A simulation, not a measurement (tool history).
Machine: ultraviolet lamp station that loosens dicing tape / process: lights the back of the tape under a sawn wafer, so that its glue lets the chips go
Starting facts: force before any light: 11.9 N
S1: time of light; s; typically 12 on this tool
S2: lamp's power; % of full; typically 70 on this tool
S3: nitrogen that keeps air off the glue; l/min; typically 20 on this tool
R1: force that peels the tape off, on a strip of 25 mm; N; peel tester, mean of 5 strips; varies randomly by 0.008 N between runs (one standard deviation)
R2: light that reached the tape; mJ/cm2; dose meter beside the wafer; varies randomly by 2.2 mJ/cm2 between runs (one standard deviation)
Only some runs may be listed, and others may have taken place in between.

Run 1, hour 0: usual settings. Result: R1 0.325 N, R2 192 mJ/cm2.
Run 2, hour 47.8: usual settings. Result: R1 0.314 N, R2 192 mJ/cm2.
Run 3, hour 71.4: usual settings but S2 93 % of full. Result: R1 0.185 N, R2 248 mJ/cm2.
Run 4, hour 101.2: usual settings but S2 93 % of full. Result: R1 0.194 N, R2 251 mJ/cm2.
Run 5, hour 132.3: usual settings. Result: R1 0.312 N, R2 191 mJ/cm2.
Run 6, hour 181.1: usual settings but S3 6 l/min. Result: R1 0.657 N, R2 192 mJ/cm2.
Run 7, hour 228.4: usual settings but S3 6 l/min. Result: R1 0.678 N, R2 191 mJ/cm2.
Run 8, hour 264.6: usual settings but S1 13 s. Result: R1 0.251 N, R2 202 mJ/cm2.
Run 9, hour 313.1: usual settings but S3 30 l/min. Result: R1 0.262 N, R2 187 mJ/cm2.
Run 10, hour 361: usual settings but S3 30 l/min. Result: R1 0.263 N, R2 188 mJ/cm2.
Run 11, hour 387.6: usual settings but S3 30 l/min. Result: R1 0.266 N, R2 189 mJ/cm2.
Run 12, hour 421.1: usual settings but S3 30 l/min. Result: R1 0.263 N, R2 190 mJ/cm2.
Run 13, hour 464.9: usual settings but S1 17 s, S3 15 l/min. Result: R1 0.179 N, R2 265 mJ/cm2.
Run 14, hour 504.2: usual settings but S1 16 s, S2 92 % of full. Result: R1 0.152 N, R2 330 mJ/cm2.
Run 15, hour 538.7: usual settings but S1 8 s, S2 64 % of full, S3 17 l/min. Result: R1 1.167 N, R2 114 mJ/cm2.
Run 16, hour 581.7: usual settings but S1 8 s, S2 64 % of full, S3 17 l/min. Result: R1 1.144 N, R2 115 mJ/cm2.
At hour 597.3: window cleaned of glue's vapour.
Run 17, hour 616.7: usual settings but S1 7 s, S2 64 % of full, S3 17 l/min. Result: R1 1.443 N, R2 99 mJ/cm2.
Run 18, hour 647.4: usual settings but S1 9 s, S2 86 % of full, S3 8 l/min. Result: R1 0.681 N, R2 173 mJ/cm2.
Run 19, hour 684.8: usual settings but S1 11 s, S2 72 % of full, S3 22 l/min. Result: R1 0.344 N, R2 179 mJ/cm2.
At hour 723.4: lamp changed.
Run 20, hour 728.6: usual settings but S1 7 s, S2 72 % of full, S3 22 l/min. Result: R1 1.058 N, R2 116 mJ/cm2.
Run 21, hour 764.7: usual settings but S1 10 s. Result: R1 0.479 N, R2 156 mJ/cm2.
Run 22, hour 803.7: usual settings but S2 68 % of full, S3 24 l/min. Result: R1 0.314 N, R2 189 mJ/cm2.
Run 23, hour 854.9: usual settings but S1 11 s, S2 89 % of full, S3 27 l/min. Result: R1 0.199 N, R2 223 mJ/cm2.
Run 24, hour 895: usual settings but S1 11 s, S2 89 % of full, S3 27 l/min. Result: R1 0.207 N, R2 223 mJ/cm2.

Each row is a separate what-if for the run after 24, all from the same tool condition, not one after another. Results?
Run A, hour 918.4: usual settings but S1 18 s, S2 81 % of full, S3 27 l/min. Result: R1 ?, R2 ?.
Run B, hour 918.4: usual settings but S1 22 s, S2 93 % of full, S3 34 l/min. Result: R1 ?, R2 ?.
Run C, hour 918.4: usual settings but S1 11 s, S2 98 % of full, S3 27 l/min. Result: R1 ?, R2 ?.
Run D, hour 918.4: usual settings but S1 10 s, S2 77 % of full, S3 39 l/min. Result: R1 ?, R2 ?.

run     R1   R2
  A  0.152  324
  B  0.151  457
  C  0.185  245
  D  0.298  172
Without the tool's hidden state the same runs would have given:
run     R1   R2
  A  0.152  324
  B  0.151  457
  C  0.185  245
  D  0.297  172
